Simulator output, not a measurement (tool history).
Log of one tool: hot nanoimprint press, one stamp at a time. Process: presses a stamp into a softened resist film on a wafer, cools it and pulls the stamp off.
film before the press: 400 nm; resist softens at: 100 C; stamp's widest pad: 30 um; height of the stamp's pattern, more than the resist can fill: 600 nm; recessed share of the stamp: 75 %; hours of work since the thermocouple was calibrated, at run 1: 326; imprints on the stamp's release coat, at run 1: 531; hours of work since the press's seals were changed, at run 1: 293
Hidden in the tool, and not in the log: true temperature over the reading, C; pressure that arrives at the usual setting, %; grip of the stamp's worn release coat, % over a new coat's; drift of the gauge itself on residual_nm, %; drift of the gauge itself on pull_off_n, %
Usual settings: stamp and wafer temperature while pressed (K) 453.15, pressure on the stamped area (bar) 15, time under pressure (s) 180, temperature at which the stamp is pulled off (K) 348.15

run,hour,stamp and wafer temperature while pressed (K),pressure on the stamped area (bar),time under pressure (s),temperature at which the stamp is pulled off (K),hours of work since the thermocouple was calibrated,imprints on the stamp's release coat,hours of work since the press's seals were changed,resist left under the stamp's widest pad (Å),greatest force while the stamp is pulled off (N)
1,0,453.15,15,180,348.15,326,531,293,1859,127
2,9.6,453.15,15,180,348.15,333,586,300,1857,133
3,20.8,453.15,13.8,180,348.15,341,651,308,1926,128
4,31.7,453.15,13.8,180,348.15,349,714,316,1923,125
5,46.1,453.15,15,180,348.15,359,798,326,1860,131
6,58.9,453.15,15,180,348.15,369,872,336,1859,132
# hour 72.3: stamp cleaned and given a new release coat
7,77.8,453.15,15,180,348.15,378,33,345,1864,124
# hour 83.6: plate thermocouple calibrated
8,95,453.15,15,228,348.15,8,115,355,1717,132
9,105.1,453.15,15,228,348.15,16,173,363,1717,130
10,119.5,450.15,15,180,348.15,26,257,373,2053,129
11,130.3,453.15,15,180,336.15,34,319,381,1869,148
12,146.1,443.15,15,180,348.15,46,411,392,2520,131
13,155.3,449.15,15,180,348.15,52,464,399,2112,131
14,166.4,453.15,15,166,348.15,60,528,407,1917,134
15,174.5,453.15,15,166,348.15,66,575,413,1928,130
16,183.6,453.15,15,166,348.15,73,628,420,1936,129
17,192,453.15,18,180,343.15,79,676,426,1714,142
18,208.5,456.15,13.6,301,353.15,91,772,438,1490,121
19,215.8,453.15,15.8,180,344.15,96,814,443,1827,140
20,226.2,453.15,15.8,180,344.15,104,874,451,1830,138
# hour 238.9: stamp cleaned and given a new release coat
21,244.5,453.15,15.8,180,344.15,113,33,460,1827,136
22,251.4,453.15,15.8,180,344.15,118,72,465,1832,137
23,265.9,453.15,15,306,348.15,128,157,475,1546,129
24,277.4,453.15,15,180,351.15,137,223,484,1887,125
25,288.2,453.15,15.9,180,351.15,145,286,492,1830,124
26,296,453.15,15.9,180,351.15,150,331,497,1823,129
# hour 301.8: gauge calibrated
27,307.9,459.15,15,96,352.15,159,400,506,1937,118
28,324.5,444.15,16.1,349,350.15,171,496,518,1908,127
29,336.9,444.15,16.1,349,350.15,180,568,527,1908,125

4 ways to go on from here, each from the tool as it stands after run 29. What would each give?
A,350.4,463.15,16.1,109,350.15,190,646,537,?,?
B,350.4,444.15,13.1,174,335.15,190,646,537,?,?
C,350.4,453.15,15,180,353.15,190,646,537,?,?
D,350.4,451.15,9.8,325,348.15,190,646,537,?,?

run,resist left under the stamp's widest pad (Å),greatest force while the stamp is pulled off (N)
A,1604,130
B,2606,157
C,1864,121
D,1968,133
Without the tool's hidden state the same runs would have given:
run,resist left under the stamp's widest pad (Å),greatest force while the stamp is pulled off (N)
A,1599,129
B,2598,155
C,1859,120
D,1962,132
